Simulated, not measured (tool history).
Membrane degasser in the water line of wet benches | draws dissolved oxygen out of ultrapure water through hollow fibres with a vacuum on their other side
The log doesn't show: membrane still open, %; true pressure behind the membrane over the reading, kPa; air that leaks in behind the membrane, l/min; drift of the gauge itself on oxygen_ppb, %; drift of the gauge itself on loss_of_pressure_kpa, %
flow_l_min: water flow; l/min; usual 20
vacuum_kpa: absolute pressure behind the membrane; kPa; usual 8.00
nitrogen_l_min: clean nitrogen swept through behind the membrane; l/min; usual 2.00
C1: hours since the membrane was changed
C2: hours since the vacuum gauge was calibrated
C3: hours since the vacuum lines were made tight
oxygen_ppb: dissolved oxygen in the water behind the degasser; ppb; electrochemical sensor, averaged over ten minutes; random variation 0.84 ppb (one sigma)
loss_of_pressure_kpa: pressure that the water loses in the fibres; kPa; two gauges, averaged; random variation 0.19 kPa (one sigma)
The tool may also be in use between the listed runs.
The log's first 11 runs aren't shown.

Run 12, hour 548.7: usual settings; C1 2689; C2 805; C3 989. Result: oxygen_ppb 121.5 ppb, loss_of_pressure_kpa 40.71 kPa.
Run 13, hour 611.1: usual settings but nitrogen_l_min 2.05 l/min; C1 2751; C2 867; C3 1052. Result: oxygen_ppb 118.5 ppb, loss_of_pressure_kpa 40.68 kPa.
Run 14, hour 674.0: usual settings but nitrogen_l_min 2.05 l/min; C1 2814; C2 930; C3 1114. Result: oxygen_ppb 119.7 ppb, loss_of_pressure_kpa 40.83 kPa.
Run 15, hour 736.6: usual settings; C1 2877; C2 992; C3 1177. Result: oxygen_ppb 121.6 ppb, loss_of_pressure_kpa 40.73 kPa.
Run 16, hour 798.7: usual settings but flow_l_min 21 l/min; C1 2939; C2 1055; C3 1239. Result: oxygen_ppb 128.7 ppb, loss_of_pressure_kpa 42.85 kPa.
Run 17, hour 867.2: usual settings but flow_l_min 21 l/min; C1 3007; C2 1123; C3 1308. Result: oxygen_ppb 127.8 ppb, loss_of_pressure_kpa 43.22 kPa.
Run 18, hour 924.4: usual settings but vacuum_kpa 11.05 kPa; C1 3064; C2 1180; C3 1365. Result: oxygen_ppb 191.0 ppb, loss_of_pressure_kpa 41.14 kPa.
Run 19, hour 957.6: usual settings but vacuum_kpa 11.05 kPa; C1 3098; C2 1213; C3 1398. Result: oxygen_ppb 189.0 ppb, loss_of_pressure_kpa 40.69 kPa.
Run 20, hour 1019.9: usual settings but vacuum_kpa 5.78 kPa, nitrogen_l_min 0.96 l/min; C1 3160; C2 1276; C3 1460. Result: oxygen_ppb 128.2 ppb, loss_of_pressure_kpa 41.30 kPa.
Run 21, hour 1086.0: usual settings but flow_l_min 12 l/min, vacuum_kpa 18.34 kPa, nitrogen_l_min 0.96 l/min; C1 3226; C2 1342; C3 1526. Result: oxygen_ppb 421.6 ppb, loss_of_pressure_kpa 24.80 kPa.
Run 22, hour 1127.0: usual settings but flow_l_min 27 l/min, vacuum_kpa 11.26 kPa, nitrogen_l_min 0.95 l/min; C1 3267; C2 1383; C3 1567. Result: oxygen_ppb 477.6 ppb, loss_of_pressure_kpa 55.64 kPa.
Run 23, hour 1176.0: usual settings but flow_l_min 21 l/min, vacuum_kpa 9.03 kPa, nitrogen_l_min 1.63 l/min; C1 3316; C2 1432; C3 1616. Result: oxygen_ppb 183.5 ppb, loss_of_pressure_kpa 43.05 kPa.
Run 24, hour 1233.3: usual settings but flow_l_min 21 l/min, vacuum_kpa 9.03 kPa, nitrogen_l_min 1.63 l/min; C1 3373; C2 1489; C3 1674. Result: oxygen_ppb 181.1 ppb, loss_of_pressure_kpa 43.25 kPa.
Run 25, hour 1281.6: usual settings but flow_l_min 21 l/min, vacuum_kpa 9.03 kPa, nitrogen_l_min 2.31 l/min; C1 3422; C2 1538; C3 1722. Result: oxygen_ppb 134.7 ppb, loss_of_pressure_kpa 42.99 kPa.
Run 26, hour 1336.6: usual settings but flow_l_min 31 l/min, vacuum_kpa 6.54 kPa, nitrogen_l_min 1.26 l/min; C1 3477; C2 1592; C3 1777. Result: oxygen_ppb 198.2 ppb, loss_of_pressure_kpa 63.64 kPa.
Run 27, hour 1370.6: usual settings but flow_l_min 31 l/min, vacuum_kpa 6.54 kPa, nitrogen_l_min 1.26 l/min; C1 3511; C2 1627; C3 1811. Result: oxygen_ppb 200.6 ppb, loss_of_pressure_kpa 63.40 kPa.
Run 28, hour 1420.9: usual settings but flow_l_min 31 l/min, vacuum_kpa 6.54 kPa, nitrogen_l_min 1.26 l/min; C1 3561; C2 1677; C3 1861. Result: oxygen_ppb 197.7 ppb, loss_of_pressure_kpa 63.73 kPa.
Run 29, hour 1454.7: usual settings but flow_l_min 31 l/min, vacuum_kpa 6.54 kPa, nitrogen_l_min 1.26 l/min; C1 3595; C2 1711; C3 1895. Result: oxygen_ppb 198.4 ppb, loss_of_pressure_kpa 63.54 kPa.
Run 30, hour 1504.3: usual settings but flow_l_min 15 l/min, vacuum_kpa 11.19 kPa, nitrogen_l_min 1.14 l/min; C1 3644; C2 1760; C3 1945. Result: oxygen_ppb 241.7 ppb, loss_of_pressure_kpa 30.88 kPa.
Run 31, hour 1538.7: usual settings but flow_l_min 30 l/min, vacuum_kpa 6.76 kPa; C1 3679; C2 1795; C3 1979. Result: oxygen_ppb 141.4 ppb, loss_of_pressure_kpa 62.01 kPa.
Run 32, hour 1581.1: usual settings but flow_l_min 15 l/min, vacuum_kpa 10.77 kPa, nitrogen_l_min 2.83 l/min; C1 3721; C2 1837; C3 2022. Result: oxygen_ppb 101.0 ppb, loss_of_pressure_kpa 31.08 kPa.

Forecast each of these 3 alternatives for the next run:
Run A, hour 1625.5: usual settings but flow_l_min 17 l/min, vacuum_kpa 15.09 kPa, nitrogen_l_min 2.20 l/min; C1 3765; C2 1881; C3 2066. Result: oxygen_ppb ?, loss_of_pressure_kpa ?.
Run B, hour 1625.5: usual settings but flow_l_min 21 l/min, vacuum_kpa 5.51 kPa, nitrogen_l_min 2.32 l/min; C1 3765; C2 1881; C3 2066. Result: oxygen_ppb ?, loss_of_pressure_kpa ?.
Run C, hour 1625.5: usual settings but flow_l_min 13 l/min, vacuum_kpa 8.12 kPa, nitrogen_l_min 5.86 l/min; C1 3765; C2 1881; C3 2066. Result: oxygen_ppb ?, loss_of_pressure_kpa ?.

run  oxygen_ppb  loss_of_pressure_kpa
  A       221.7                 35.18
  B        59.7                 44.02
  C        30.4                 27.17
Without the tool's hidden state the same runs would have given:
run  oxygen_ppb  loss_of_pressure_kpa
  A       221.7                 34.26
  B        59.7                 42.87
  C        30.3                 26.47

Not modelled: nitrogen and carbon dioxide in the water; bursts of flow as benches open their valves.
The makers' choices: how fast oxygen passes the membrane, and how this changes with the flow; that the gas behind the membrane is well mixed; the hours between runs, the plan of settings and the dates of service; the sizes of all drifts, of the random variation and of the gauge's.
